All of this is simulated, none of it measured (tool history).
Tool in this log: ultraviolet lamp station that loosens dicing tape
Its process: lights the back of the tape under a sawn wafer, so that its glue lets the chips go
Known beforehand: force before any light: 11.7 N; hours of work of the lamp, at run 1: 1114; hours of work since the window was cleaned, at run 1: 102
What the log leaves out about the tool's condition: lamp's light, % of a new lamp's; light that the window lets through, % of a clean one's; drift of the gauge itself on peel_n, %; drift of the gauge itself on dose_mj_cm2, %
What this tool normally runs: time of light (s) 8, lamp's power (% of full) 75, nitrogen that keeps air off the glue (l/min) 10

run   hour  time of light (s)  lamp's power (% of full)  nitrogen that keeps air off the glue (l/min)  hours of work of the lamp  hours of work since the window was cleaned  force that peels the tape off (N)  light that reached the tape (mJ/cm2)
  1      0                  8                        75                                            10                       1114                                         102                              0.281                                   191
  2   59.3                  8                        75                                            10                       1159                                         147                              0.295                                   192
  3  115.5                  8                        75                                             9                       1202                                         190                              0.298                                   188
  4  154.8                  8                        75                                             9                       1232                                         220                              0.314                                   188
     226.4  -- window cleaned of glue's vapour
  5  234.7                  8                        75                                             9                       1292                                           6                              0.314                                   191
  6  276.7                  8                        75                                             9                       1324                                          38                              0.298                                   193
     353.2  -- lamp changed
  7  355.8                  6                        79                                             4                          2                                          97                              1.076                                   154
  8  442.5                  6                        71                                             7                         68                                         163                              0.812                                   134
  9  520.7                  6                        71                                             7                        127                                         222                              0.828                                   137
 10  581.4                  5                        71                                             6                        173                                         268                              1.405                                   115
     589.6  -- window cleaned of glue's vapour
 11  644.1                 15                        75                                             3                        220                                          41                              0.232                                   360
 12  714.9                  4                        90                                            10                        274                                          95                              0.901                                   111

Hidden condition of the tool, last listed run before each entry between runs versus first listed run after:
Between runs 4 and 5: window cleaned of glue's vapour (hour 226.4)
  light that the window lets through, % of a clean one's: 99.9 -> 100
Between runs 6 and 7: lamp changed (hour 353.2)
  lamp's light, % of a new lamp's: 99.8 -> 100; light that the window lets through, % of a clean one's: 100 -> 99.9
Between runs 10 and 11: window cleaned of glue's vapour (hour 589.6)
  light that the window lets through, % of a clean one's: 99.9 -> 100
